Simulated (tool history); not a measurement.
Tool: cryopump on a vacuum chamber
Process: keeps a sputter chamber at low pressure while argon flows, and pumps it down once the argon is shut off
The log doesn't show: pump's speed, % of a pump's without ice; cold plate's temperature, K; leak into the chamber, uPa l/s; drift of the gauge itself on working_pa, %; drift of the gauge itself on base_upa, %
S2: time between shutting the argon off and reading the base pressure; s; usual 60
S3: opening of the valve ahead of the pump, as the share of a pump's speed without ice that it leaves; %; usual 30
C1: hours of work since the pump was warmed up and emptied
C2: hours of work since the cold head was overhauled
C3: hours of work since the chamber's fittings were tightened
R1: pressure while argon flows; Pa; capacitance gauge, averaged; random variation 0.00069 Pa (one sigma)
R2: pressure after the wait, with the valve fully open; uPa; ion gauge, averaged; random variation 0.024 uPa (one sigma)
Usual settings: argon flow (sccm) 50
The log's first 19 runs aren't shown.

Run 20, hour 1123.4: usual settings but S2 55 s, S3 21 %; C1 110; C2 1107; C3 2209. Result: R1 0.1715 Pa, R2 1.23 uPa.
Run 21, hour 1198.6: usual settings but S2 55 s, S3 21 %; C1 140; C2 1137; C3 2239. Result: R1 0.1707 Pa, R2 1.23 uPa.
Run 22, hour 1250.8: usual settings but argon flow (sccm) 24; C1 161; C2 1158; C3 2260. Result: R1 0.0579 Pa, R2 1.16 uPa.
Run 23, hour 1289.5: usual settings but S2 27 s; C1 176; C2 1174; C3 2275. Result: R1 0.1222 Pa, R2 2.00 uPa.
Run 24, hour 1352.8: usual settings but S2 27 s; C1 202; C2 1199; C3 2301. Result: R1 0.1205 Pa, R2 2.04 uPa.
Run 25, hour 1414.9: usual settings but argon flow (sccm) 71; C1 227; C2 1224; C3 2326. Result: R1 0.1713 Pa, R2 1.17 uPa.
Run 26, hour 1486.3: usual settings but argon flow (sccm) 71; C1 255; C2 1252; C3 2354. Result: R1 0.1715 Pa, R2 1.24 uPa.
Run 27, hour 1565.9: usual settings but argon flow (sccm) 41, S2 36 s, S3 31 %; C1 287; C2 1284; C3 2386. Result: R1 0.0963 Pa, R2 1.62 uPa.
Run 28, hour 1639.7: usual settings but argon flow (sccm) 41, S2 36 s, S3 31 %; C1 317; C2 1314; C3 2416. Result: R1 0.0972 Pa, R2 1.63 uPa.
Run 29, hour 1716.1: usual settings but argon flow (sccm) 41, S2 23 s; C1 347; C2 1344; C3 2446. Result: R1 0.0998 Pa, R2 2.39 uPa.
At hour 1722.0: leaking fittings of the chamber tightened, without venting.
Run 30, hour 1785.8: usual settings but S2 38 s, S3 20 %; C1 374; C2 1371; C3 26. Result: R1 0.1820 Pa, R2 1.24 uPa.
Run 31, hour 1830.9: usual settings but argon flow (sccm) 25, S3 40 %; C1 392; C2 1390; C3 44. Result: R1 0.0458 Pa, R2 0.88 uPa.
Run 32, hour 1910.3: usual settings but argon flow (sccm) 25; C1 424; C2 1421; C3 75. Result: R1 0.0614 Pa, R2 0.85 uPa.
Run 33, hour 1971.3: usual settings but argon flow (sccm) 25; C1 449; C2 1446; C3 100. Result: R1 0.0615 Pa, R2 0.91 uPa.
Run 34, hour 2042.7: usual settings but argon flow (sccm) 22, S2 164 s; C1 477; C2 1474; C3 128. Result: R1 0.0534 Pa, R2 0.41 uPa.
Run 35, hour 2086.0: usual settings but argon flow (sccm) 22, S2 30 s, S3 36 %; C1 494; C2 1492; C3 146. Result: R1 0.0458 Pa, R2 1.60 uPa.

3 ways to go on from here, each from the tool as it stands after run 35. What would each give?
Run A, hour 2129.4: usual settings but argon flow (sccm) 32, S2 169 s, S3 38 %; C1 512; C2 1509; C3 163. Result: R1 ?, R2 ?.
Run B, hour 2129.4: usual settings but S2 37 s, S3 39 %; C1 512; C2 1509; C3 163. Result: R1 ?, R2 ?.
Run C, hour 2129.4: usual settings but argon flow (sccm) 84, S2 30 s, S3 36 %; C1 512; C2 1509; C3 163. Result: R1 ?, R2 ?.

run      R1    R2
  A  0.0631  0.41
  B  0.0954  1.26
  C  0.1754  1.59
Without the tool's hidden state the same runs would have given:
run      R1    R2
  A  0.0601  0.36
  B  0.0907  1.21
  C  0.1675  1.54
